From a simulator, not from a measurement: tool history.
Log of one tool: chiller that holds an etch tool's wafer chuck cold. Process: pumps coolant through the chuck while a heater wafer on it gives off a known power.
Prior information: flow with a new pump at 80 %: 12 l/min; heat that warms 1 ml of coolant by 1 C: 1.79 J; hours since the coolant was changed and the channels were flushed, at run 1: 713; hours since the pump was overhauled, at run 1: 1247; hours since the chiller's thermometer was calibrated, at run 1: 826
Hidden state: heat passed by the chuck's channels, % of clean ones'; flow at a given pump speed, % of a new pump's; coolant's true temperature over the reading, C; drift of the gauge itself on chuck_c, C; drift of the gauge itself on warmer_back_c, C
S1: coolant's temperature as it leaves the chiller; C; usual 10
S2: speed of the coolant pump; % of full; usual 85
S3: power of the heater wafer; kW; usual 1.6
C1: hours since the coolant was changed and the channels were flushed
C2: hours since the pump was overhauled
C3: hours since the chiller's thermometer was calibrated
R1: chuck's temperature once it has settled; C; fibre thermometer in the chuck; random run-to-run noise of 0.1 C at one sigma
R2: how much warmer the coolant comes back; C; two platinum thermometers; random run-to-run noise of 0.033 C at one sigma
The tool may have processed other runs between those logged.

Run 1, hour 0: usual settings; C1 713; C2 1247; C3 826. Result: R1 30.6 C, R2 4.26 C.
Run 2, hour 17.9: usual settings; C1 731; C2 1265; C3 844. Result: R1 30.7 C, R2 4.32 C.
Run 3, hour 35.3: usual settings but S3 0.964 kW; C1 748; C2 1283; C3 861. Result: R1 22.5 C, R2 2.59 C.
Run 4, hour 73.7: usual settings but S3 2.061 kW; C1 786; C2 1321; C3 900. Result: R1 36.6 C, R2 5.6 C.
Run 5, hour 109.8: usual settings but S1 17 C; C1 823; C2 1357; C3 936. Result: R1 37.8 C, R2 4.35 C.
Run 6, hour 147.3: usual settings but S1 0 C; C1 860; C2 1395; C3 973. Result: R1 20.9 C, R2 4.31 C.
Run 7, hour 176.6: usual settings but S1 0 C; C1 889; C2 1424; C3 1003. Result: R1 20.8 C, R2 4.33 C.
Run 8, hour 195.3: usual settings but S1 0 C; C1 908; C2 1443; C3 1021. Result: R1 21 C, R2 4.29 C.
Run 9, hour 217.9: usual settings; C1 931; C2 1465; C3 1044. Result: R1 30.9 C, R2 4.36 C.
Run 10, hour 251.6: usual settings but S1 2 C; C1 964; C2 1499; C3 1078. Result: R1 23 C, R2 4.32 C.
Run 11, hour 272.8: usual settings but S2 66 % of full; C1 986; C2 1520; C3 1099. Result: R1 34.2 C, R2 5.59 C.
Run 12, hour 297.3: usual settings but S2 66 % of full; C1 1010; C2 1545; C3 1123. Result: R1 34.2 C, R2 5.57 C.
Run 13, hour 319.3: usual settings but S1 1 C, S2 60 % of full, S3 0.836 kW; C1 1032; C2 1567; C3 1145. Result: R1 14.5 C, R2 3.22 C.
Run 14, hour 357.9: usual settings but S1 1 C, S2 60 % of full, S3 0.836 kW; C1 1071; C2 1605; C3 1184. Result: R1 14.6 C, R2 3.23 C.
Run 15, hour 376.5: usual settings but S1 1 C, S2 60 % of full, S3 0.836 kW; C1 1089; C2 1624; C3 1203. Result: R1 14.7 C, R2 3.16 C.
Run 16, hour 415.6: usual settings but S1 17 C, S3 1 kW; C1 1128; C2 1663; C3 1242. Result: R1 30.3 C, R2 2.68 C.
Run 17, hour 447.3: usual settings but S1 1 C, S3 2.039 kW; C1 1160; C2 1695; C3 1273. Result: R1 28.2 C, R2 5.53 C.
Run 18, hour 472.7: usual settings but S1 1 C, S2 69 % of full, S3 1.047 kW; C1 1185; C2 1720; C3 1299. Result: R1 16.8 C, R2 3.53 C.
Run 19, hour 497.6: usual settings but S1 1 C, S2 69 % of full, S3 1.047 kW; C1 1210; C2 1745; C3 1324. Result: R1 16.7 C, R2 3.46 C.
Run 20, hour 528.3: usual settings but S1 1 C, S2 69 % of full, S3 1.047 kW; C1 1241; C2 1776; C3 1354. Result: R1 16.8 C, R2 3.54 C.
Run 21, hour 565.6: usual settings but S1 0 C, S2 80 % of full; C1 1278; C2 1813; C3 1392. Result: R1 22.2 C, R2 4.64 C.
Run 22, hour 595.9: usual settings but S1 0 C, S2 80 % of full; C1 1309; C2 1843; C3 1422. Result: R1 22.4 C, R2 4.64 C.
Run 23, hour 622.6: usual settings but S1 0 C, S2 80 % of full; C1 1335; C2 1870; C3 1449. Result: R1 22.5 C, R2 4.6 C.

Run by run, hidden condition taken away, random variation retained:
run    R1    R2
  1  29.3  4.17
  2  29.4  4.22
  3  21.5  2.53
  4  34.9  5.47
  5  36.4  4.25
  6  19.4   4.2
  7  19.3  4.22
  8  19.4  4.18
  9  29.3  4.24
 10  21.4   4.2
 11  32.4  5.43
 12  32.2  5.41
 13  13.2  3.13
 14  13.3  3.13
 15  13.3  3.07
 16    29   2.6
 17  25.8  5.36
 18  15.2  3.42
 19    15  3.34
 20  15.2  3.42
 21  19.9  4.48
 22  20.1  4.48
 23  20.2  4.43
